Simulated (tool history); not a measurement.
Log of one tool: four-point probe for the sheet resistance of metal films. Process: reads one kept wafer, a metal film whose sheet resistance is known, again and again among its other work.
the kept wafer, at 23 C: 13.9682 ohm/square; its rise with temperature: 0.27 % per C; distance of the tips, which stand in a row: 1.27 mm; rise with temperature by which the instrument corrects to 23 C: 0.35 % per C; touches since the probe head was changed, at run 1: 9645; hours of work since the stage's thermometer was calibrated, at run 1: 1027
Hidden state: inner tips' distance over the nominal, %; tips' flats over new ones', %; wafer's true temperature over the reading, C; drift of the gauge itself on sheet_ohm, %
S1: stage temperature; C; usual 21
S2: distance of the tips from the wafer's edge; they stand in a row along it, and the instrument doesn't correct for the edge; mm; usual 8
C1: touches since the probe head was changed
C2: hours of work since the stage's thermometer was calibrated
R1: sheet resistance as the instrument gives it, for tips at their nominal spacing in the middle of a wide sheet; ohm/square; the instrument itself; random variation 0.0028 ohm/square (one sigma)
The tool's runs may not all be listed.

run	hour	S1	S2	C1	C2	R1
1	0	21	8	9645	1027	14.203932
2	63.6	19	8	13471	1074	14.2302
3	171.2	19	8	19946	1154	14.226916
4	266	19	8	25651	1224	14.236205
5	358.7	19	8	31231	1293	14.237275
6	478.2	19	8	38421	1382	14.246839
7	554.2	21	8	43000	1439	14.221799
8	625.4	21	8	47280	1492	14.226611
9	729.1	21	8	53523	1569	14.232198
10	855.5	21	8	61132	1663	14.231359
11	985.8	21	8	68969	1760	14.239825
12	1096.8	18	8	75651	1842	14.278384
13	1161.5	21	8	79547	1890	14.245264
14	1262.9	18	8	85644	1966	14.282923
# hour 1281.9: stage's thermometer calibrated
15	1341.7	21	4	90357	44	14.762204
16	1422.3	21	4	95208	104	14.765841
17	1527.5	21	4	101541	183	14.766154
18	1647	21	4	108730	271	14.773758
19	1733.4	21	4	113931	336	14.768158
20	1835	21	4	120045	411	14.776858
21	1895.5	21	4	123689	456	14.775935
22	1961.8	25	27	127678	506	14.032976
23	2057.7	25	27	133448	577	14.03518
24	2127.5	31	24	137651	629	13.975325
25	2243.4	28	8	144626	715	14.184
26	2306.1	28	8	148394	762	14.183305
27	2434.5	23	6	156121	857	14.386927
28	2546.9	23	6	162887	941	14.392125
29	2601.2	23	6	166154	981	14.391021
30	2676.2	28	8	170670	1037	14.194466
31	2731.6	28	8	174000	1078	14.200801
32	2811.8	28	8	178827	1138	14.203012
33	2921.4	21	54	185424	1219	14.100188
34	3032.5	21	54	192113	1302	14.102879
35	3093.4	29	8	195777	1347	14.201682
36	3166.8	28	67	200192	1402	14.032407

Forecast each of these 4 alternatives for the next run:
A	3267.3	21	11	206239	1476	?
B	3267.3	21	25	206239	1476	?
C	3267.3	21	9	206239	1476	?
D	3267.3	21	9	206239	1476	?

run	R1
A	14.21459
B	14.129591
C	14.2625
D	14.265228
Without the tool's hidden state the same runs would have given:
run	R1
A	14.093682
B	14.009362
C	14.141212
D	14.143917

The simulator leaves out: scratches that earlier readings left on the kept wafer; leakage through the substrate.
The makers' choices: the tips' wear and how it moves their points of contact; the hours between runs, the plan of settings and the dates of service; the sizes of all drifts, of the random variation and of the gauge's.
